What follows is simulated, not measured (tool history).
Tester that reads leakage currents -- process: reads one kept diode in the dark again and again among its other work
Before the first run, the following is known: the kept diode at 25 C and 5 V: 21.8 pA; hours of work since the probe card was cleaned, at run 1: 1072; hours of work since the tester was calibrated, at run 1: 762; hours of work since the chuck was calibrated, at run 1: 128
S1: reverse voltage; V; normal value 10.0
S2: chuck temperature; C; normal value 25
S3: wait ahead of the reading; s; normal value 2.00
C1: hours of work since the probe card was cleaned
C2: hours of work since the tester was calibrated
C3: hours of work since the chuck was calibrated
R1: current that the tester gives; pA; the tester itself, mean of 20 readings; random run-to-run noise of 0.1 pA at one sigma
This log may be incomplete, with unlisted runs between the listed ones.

| run | hour | S1 | S2 | S3 | C1 | C2 | C3 | R1 |
|---|---|---|---|---|---|---|---|---|
| 1 | 0.0 | 10.0 | 25 | 2.00 | 1072 | 762 | 128 | 42.13 |
| 2 | 34.2 | 10.0 | 25 | 2.00 | 1094 | 784 | 150 | 42.32 |
| 3 | 69.9 | 10.0 | 25 | 2.00 | 1117 | 807 | 173 | 42.30 |
| 4 | 97.4 | 3.9 | 25 | 2.00 | 1135 | 825 | 191 | 25.85 |
| 5 | 129.1 | 3.9 | 25 | 2.00 | 1155 | 846 | 211 | 25.68 |
| 6 | 162.1 | 3.9 | 25 | 2.00 | 1176 | 867 | 233 | 25.76 |
| 7 | 196.4 | 3.9 | 25 | 2.00 | 1198 | 889 | 255 | 25.87 |
| 8 | 218.6 | 3.9 | 25 | 2.00 | 1213 | 903 | 269 | 26.13 |
| 9 | 236.7 | 3.9 | 25 | 2.00 | 1224 | 915 | 281 | 25.89 |
| 10 | 270.1 | 10.0 | 51 | 2.00 | 1246 | 936 | 302 | 267.83 |
| 11 | 306.6 | 10.0 | 51 | 2.00 | 1269 | 960 | 326 | 267.29 |
| 12 | 334.9 | 10.0 | 51 | 2.00 | 1288 | 978 | 344 | 265.65 |
| 13 | 351.3 | 10.0 | 51 | 2.00 | 1298 | 989 | 355 | 265.27 |
| 14 | 375.1 | 10.0 | 25 | 2.00 | 1313 | 1004 | 370 | 44.43 |
| 15 | 396.3 | 10.0 | 25 | 2.00 | 1327 | 1018 | 384 | 44.47 |
| 16 | 414.3 | 9.0 | 25 | 0.34 | 1339 | 1029 | 395 | 47.19 |
| 17 | 450.0 | 9.0 | 24 | 0.35 | 1362 | 1052 | 418 | 44.92 |
| 18 | 471.0 | 14.8 | 57 | 2.00 | 1375 | 1066 | 432 | 478.82 |
| 19 | 506.9 | 14.8 | 57 | 2.00 | 1398 | 1089 | 455 | 476.41 |
| 20 | 540.6 | 14.8 | 24 | 6.09 | 1420 | 1111 | 476 | 54.41 |
| 21 | 563.2 | 1.3 | 25 | 1.55 | 1435 | 1125 | 491 | 15.62 |
| 22 | 579.2 | 10.0 | 27 | 2.93 | 1445 | 1135 | 501 | 50.25 |
| 23 | 600.4 | 3.8 | 25 | 1.66 | 1459 | 1149 | 515 | 26.33 |

Run 24, settings as shown, results not yet in. Your forecast:
|  | 614.6 | probe card cleaned and baked |
| 24 | 618.9 | 3.8 | 25 | 1.66 | 3 | 1159 | 525 | ? |

R1: 19.24 pA
With no hidden state in the tool, this same run would have given R1 20.50 pA.
